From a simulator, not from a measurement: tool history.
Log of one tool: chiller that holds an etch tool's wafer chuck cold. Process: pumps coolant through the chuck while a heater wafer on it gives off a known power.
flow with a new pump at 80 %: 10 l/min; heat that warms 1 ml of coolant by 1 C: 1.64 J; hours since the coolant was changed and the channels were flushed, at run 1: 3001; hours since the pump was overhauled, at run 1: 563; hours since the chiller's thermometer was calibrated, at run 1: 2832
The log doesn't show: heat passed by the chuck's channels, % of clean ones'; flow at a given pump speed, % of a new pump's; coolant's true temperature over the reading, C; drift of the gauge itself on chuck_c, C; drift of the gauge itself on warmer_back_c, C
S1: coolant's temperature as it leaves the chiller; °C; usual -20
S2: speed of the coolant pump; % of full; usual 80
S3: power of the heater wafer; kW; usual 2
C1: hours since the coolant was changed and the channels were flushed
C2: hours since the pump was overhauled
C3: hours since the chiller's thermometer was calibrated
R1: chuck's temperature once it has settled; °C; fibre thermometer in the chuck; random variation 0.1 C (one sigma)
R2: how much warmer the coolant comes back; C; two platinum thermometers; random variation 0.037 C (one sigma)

run	day	S1	S2	S3	C1	C2	C3	R1	R2
1	0	-20	80	2	3001	563	2832	0.7	7.41
2	0.896	-20	80	2	3022	584	2854	0.9	7.42
3	1.996	-20	80	2	3049	611	2880	0.9	7.41
4	3.292	-20	80	2	3080	642	2911	0.9	7.38
5	4.104	-20	99	2	3099	661	2930	-2.4	5.98
6	4.962	-20	80	2	3120	682	2951	1	7.49
# day 5.258: coolant pump overhauled
7	6.371	-20	80	2	3149	27	2980	1	7.48
8	7.025	-20	80	2	3164	42	2996	1.3	7.42
9	8.438	-20	80	2	3198	76	3030	1	7.51
10	9.175	-20	80	2	3216	94	3047	1.1	7.51
# day 9.717: coolant pump overhauled, once more
11	10.708	-25	80	2.156	3248	24	3079	-2.6	7.94
12	12.008	-20	69	2.156	3279	55	3110	5.5	9.21
13	12.592	-18	60	2.156	3293	69	3124	10.5	10.68
14	13.883	-20	83	1.843	3324	100	3155	-1.4	6.42
15	14.725	-22	80	1.021	3344	120	3175	-11.2	3.73
16	15.312	-15	100	2	3358	134	3190	2.4	5.88
17	16.392	-28	76	2.139	3384	160	3215	-4.8	8.34

5 ways to go on from here, each from the tool as it stands after run 17. What would each give?
A	17.642	-11	80	2	3414	190	3245	?	?
B	17.642	-28	89	2.139	3414	190	3245	?	?
C	17.642	-18	80	1.362	3414	190	3245	?	?
D	17.642	-21	60	2.139	3414	190	3245	?	?
E	17.642	-28	80	1.37	3414	190	3245	?	?

run	R1	R2
A	9.9	7.37
B	-7.5	7.09
C	-3.7	5.04
D	7.2	10.55
E	-13.5	5.08
Without the tool's hidden state the same runs would have given:
run	R1	R2
A	8.5	7.34
B	-8.9	7.07
C	-4.8	5.02
D	5.5	10.51
E	-14.6	5.06
